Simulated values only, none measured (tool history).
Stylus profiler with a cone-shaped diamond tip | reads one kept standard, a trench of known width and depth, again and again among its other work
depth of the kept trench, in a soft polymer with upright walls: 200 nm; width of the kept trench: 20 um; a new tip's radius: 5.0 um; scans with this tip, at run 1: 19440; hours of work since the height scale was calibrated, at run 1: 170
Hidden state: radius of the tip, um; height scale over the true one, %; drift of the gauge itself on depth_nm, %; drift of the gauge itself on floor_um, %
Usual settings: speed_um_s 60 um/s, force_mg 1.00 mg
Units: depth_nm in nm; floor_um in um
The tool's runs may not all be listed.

run	hour	speed_um_s	force_mg	scans with this tip	hours of work since the height scale was calibrated	depth_nm	floor_um
1	0.0	60	1.00	19440	170	200.75	15.48
2	81.6	60	1.00	19851	208	200.85	15.48
3	135.1	60	2.03	20120	232	201.31	15.47
4	197.6	46	2.03	20436	262	201.16	15.51
5	265.5	46	2.03	20778	293	201.25	15.50
6	332.8	149	1.00	21117	324	200.66	15.07
7	436.6	149	1.17	21640	373	200.92	15.03
8	540.1	149	1.17	22161	421	200.80	14.98
9	631.5	60	1.00	22622	463	200.78	15.26
10	723.9	60	2.86	23087	506	201.53	15.29
# hour 733.2: height scale calibrated on a step standard
11	832.5	60	1.00	23631	46	200.80	15.24
12	904.2	60	1.00	23993	79	200.71	15.22
13	997.0	60	1.00	24460	123	200.65	15.20
# hour 1013.9: height scale calibrated on a step standard, once more
14	1066.3	128	1.00	24807	24	200.73	14.92
15	1114.5	128	1.00	25050	47	200.76	14.86
16	1220.1	22	0.37	25582	96	200.31	15.21
17	1286.6	22	2.07	25917	127	201.09	15.30
18	1363.5	120	2.07	26304	162	201.02	14.96
19	1448.2	120	2.07	26731	202	201.18	14.97
20	1525.1	43	0.39	27118	237	200.31	14.97
21	1627.2	198	0.65	27633	285	200.45	14.30
22	1696.0	198	0.65	27979	317	200.43	14.33
23	1787.2	198	0.65	28439	359	200.41	14.30
24	1857.5	198	0.65	28793	392	200.40	14.26
25	1947.7	59	0.73	29247	434	200.44	14.93
26	2043.1	164	1.60	29728	478	200.90	14.62
27	2144.6	164	1.60	30239	525	200.89	14.63
28	2216.5	19	2.21	30602	559	201.09	14.95
29	2314.3	19	2.21	31094	604	201.08	15.00

3 ways to go on from here, each from the tool as it stands after run 29. What would each give?
A	2420.3	60	1.76	31628	653	?	?
B	2420.3	19	0.99	31628	653	?	?
C	2420.3	195	0.35	31628	653	?	?

run	depth_nm	floor_um
A	200.98	14.85
B	200.63	14.92
C	200.14	13.76
Without the tool's hidden state the same runs would have given:
run	depth_nm	floor_um
A	201.22	17.05
B	200.87	17.12
C	200.38	15.96
